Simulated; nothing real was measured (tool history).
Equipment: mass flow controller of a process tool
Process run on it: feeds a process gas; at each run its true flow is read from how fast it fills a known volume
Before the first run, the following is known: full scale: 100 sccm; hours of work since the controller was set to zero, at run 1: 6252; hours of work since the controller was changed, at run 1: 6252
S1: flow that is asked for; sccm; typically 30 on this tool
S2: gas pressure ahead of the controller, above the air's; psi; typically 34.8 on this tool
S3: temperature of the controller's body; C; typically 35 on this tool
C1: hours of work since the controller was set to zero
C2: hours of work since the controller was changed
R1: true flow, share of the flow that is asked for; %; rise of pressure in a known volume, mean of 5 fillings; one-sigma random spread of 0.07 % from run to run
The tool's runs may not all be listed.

| run | hour | S1 | S2 | S3 | C1 | C2 | R1 |
|---|---|---|---|---|---|---|---|
| 1 | 0.0 | 30 | 34.8 | 35 | 6252 | 6252 | 100.26 |
| 2 | 178.6 | 30 | 34.8 | 35 | 6388 | 6388 | 100.39 |
| 3 | 389.7 | 30 | 20.5 | 35 | 6548 | 6548 | 100.13 |
| 4 | 567.9 | 30 | 20.5 | 35 | 6684 | 6684 | 100.14 |
| 5 | 784.1 | 30 | 34.8 | 35 | 6848 | 6848 | 100.53 |
| 6 | 957.7 | 80 | 34.8 | 35 | 6980 | 6980 | 100.42 |
| 7 | 1131.2 | 80 | 34.8 | 35 | 7112 | 7112 | 100.41 |
| 8 | 1256.9 | 30 | 34.8 | 27 | 7207 | 7207 | 101.48 |
| 9 | 1367.0 | 30 | 34.8 | 27 | 7291 | 7291 | 101.53 |
| 10 | 1521.8 | 30 | 34.8 | 27 | 7409 | 7409 | 101.67 |
|  | 1541.8 | controller's zero set anew |
| 11 | 1651.6 | 30 | 34.8 | 27 | 84 | 7507 | 103.04 |
| 12 | 1778.9 | 30 | 34.8 | 35 | 180 | 7604 | 102.33 |
| 13 | 1881.5 | 30 | 34.8 | 35 | 258 | 7682 | 102.27 |
| 14 | 1996.0 | 22 | 20.6 | 22 | 345 | 7769 | 104.49 |
| 15 | 2127.5 | 71 | 32.8 | 23 | 445 | 7869 | 102.39 |
| 16 | 2224.9 | 71 | 34.5 | 20 | 519 | 7943 | 102.78 |
| 17 | 2360.4 | 29 | 25.2 | 21 | 622 | 8046 | 103.91 |
| 18 | 2476.0 | 31 | 29.0 | 27 | 710 | 8134 | 103.11 |
| 19 | 2572.9 | 31 | 29.0 | 27 | 784 | 8207 | 103.08 |
| 20 | 2708.6 | 30 | 21.8 | 34 | 887 | 8310 | 102.49 |
|  | 2755.1 | controller's zero set anew, once more |
| 21 | 2805.8 | 30 | 21.8 | 34 | 38 | 8384 | 98.63 |
| 22 | 3001.2 | 13 | 35.5 | 36 | 187 | 8532 | 98.49 |
| 23 | 3165.5 | 13 | 35.5 | 36 | 312 | 8657 | 98.63 |
| 24 | 3326.2 | 13 | 35.5 | 36 | 434 | 8780 | 98.62 |
| 25 | 3500.2 | 82 | 30.5 | 32 | 566 | 8912 | 100.38 |

Forecast each of these 3 alternatives for the next run:
| A | 3607.3 | 81 | 39.0 | 32 | 648 | 8993 | ? |
| B | 3607.3 | 80 | 34.8 | 35 | 648 | 8993 | ? |
| C | 3607.3 | 51 | 34.8 | 22 | 648 | 8993 | ? |

| run | R1 |
|---|---|
| A | 100.37 |
| B | 100.05 |
| C | 100.83 |
Take away the tool's hidden state, keep each run's random variation, and the runs would have read:
| run | R1 |
|---|---|
| A | 98.89 |
| B | 98.57 |
| C | 99.29 |

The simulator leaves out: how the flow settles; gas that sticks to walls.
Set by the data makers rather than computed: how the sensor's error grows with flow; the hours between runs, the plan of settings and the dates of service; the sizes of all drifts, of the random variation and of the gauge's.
